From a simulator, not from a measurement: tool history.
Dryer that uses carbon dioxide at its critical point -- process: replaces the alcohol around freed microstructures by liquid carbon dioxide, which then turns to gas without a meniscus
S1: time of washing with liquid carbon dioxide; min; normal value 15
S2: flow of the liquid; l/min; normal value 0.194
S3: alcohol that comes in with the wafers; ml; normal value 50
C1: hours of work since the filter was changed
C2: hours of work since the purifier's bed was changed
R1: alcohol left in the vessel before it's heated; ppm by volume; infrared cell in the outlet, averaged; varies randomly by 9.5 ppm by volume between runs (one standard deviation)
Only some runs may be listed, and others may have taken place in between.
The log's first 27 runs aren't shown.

Run 28, hour 1214.8: usual settings but S1 11 min, S2 0.219 l/min, S3 62 ml; C1 140; C2 980. Result: R1 2219 ppm by volume.
Run 29, hour 1272.5: usual settings but S1 17 min, S2 0.287 l/min; C1 163; C2 1003. Result: R1 216 ppm by volume.
Run 30, hour 1308: usual settings but S1 17 min, S2 0.287 l/min; C1 177; C2 1017. Result: R1 219 ppm by volume.
Run 31, hour 1359: usual settings but S3 90 ml; C1 197; C2 1037. Result: R1 1631 ppm by volume.
Run 32, hour 1411.6: usual settings but S1 13 min, S2 0.299 l/min, S3 69 ml; C1 218; C2 1058. Result: R1 394 ppm by volume.
Run 33, hour 1437.7: usual settings but S1 12 min, S2 0.202 l/min, S3 25 ml; C1 228; C2 1068. Result: R1 1119 ppm by volume.
Run 34, hour 1470.7: usual settings but S1 14 min, S2 0.132 l/min, S3 74 ml; C1 241; C2 1081. Result: R1 7734 ppm by volume.
Run 35, hour 1509.1: usual settings but S1 19 min, S2 0.14 l/min, S3 70 ml; C1 256; C2 1096. Result: R1 2170 ppm by volume.
Run 36, hour 1549.9: usual settings but S1 11 min, S2 0.183 l/min, S3 66 ml; C1 273; C2 1113. Result: R1 5456 ppm by volume.
Run 37, hour 1584: usual settings but S1 14 min, S2 0.183 l/min, S3 35 ml; C1 286; C2 1126. Result: R1 1380 ppm by volume.
Run 38, hour 1631.5: usual settings; C1 305; C2 1145. Result: R1 1159 ppm by volume.
Run 39, hour 1667.5: usual settings but S1 20 min; C1 319; C2 1159. Result: R1 421 ppm by volume.
Run 40, hour 1712.4: usual settings but S1 9 min, S2 0.135 l/min, S3 20 ml; C1 337; C2 1177. Result: R1 6217 ppm by volume.
Run 41, hour 1765.8: usual settings but S1 11 min, S2 0.176 l/min, S3 20 ml; C1 358; C2 1198. Result: R1 2196 ppm by volume.
Run 42, hour 1805.3: usual settings but S1 12 min, S2 0.208 l/min, S3 63 ml; C1 374; C2 1214. Result: R1 2783 ppm by volume.
Run 43, hour 1866.4: usual settings but S1 12 min, S2 0.208 l/min, S3 63 ml; C1 398; C2 1238. Result: R1 2897 ppm by volume.
Run 44, hour 1897.6: usual settings but S1 12 min, S2 0.208 l/min, S3 24 ml; C1 410; C2 1250. Result: R1 1299 ppm by volume.
Run 45, hour 1927.9: usual settings but S1 12 min, S2 0.208 l/min, S3 24 ml; C1 422; C2 1262. Result: R1 1297 ppm by volume.
Run 46, hour 1987.9: usual settings but S1 19 min, S2 0.148 l/min, S3 102 ml; C1 446; C2 1286. Result: R1 3347 ppm by volume.

Predict each of these 3 candidate next runs independently; none follows another, all start after run 46:
At hour 2014.7: inlet filter changed.
Run A, hour 2044.5: usual settings but S1 12 min, S3 48 ml; C1 12; C2 1308. Result: R1 ?.
At hour 2014.7: inlet filter changed.
Run B, hour 2044.5: usual settings but S1 11 min, S2 0.227 l/min, S3 89 ml; C1 12; C2 1308. Result: R1 ?.
At hour 2014.7: inlet filter changed.
Run C, hour 2044.5: usual settings but S1 23 min, S2 0.202 l/min; C1 12; C2 1308. Result: R1 ?.

run    R1
  A  1767
  B  2266
  C   277
The same runs, with their run-to-run variation unchanged, on a tool lacking any hidden condition would have given:
run    R1
  A  1473
  B  1949
  C    37
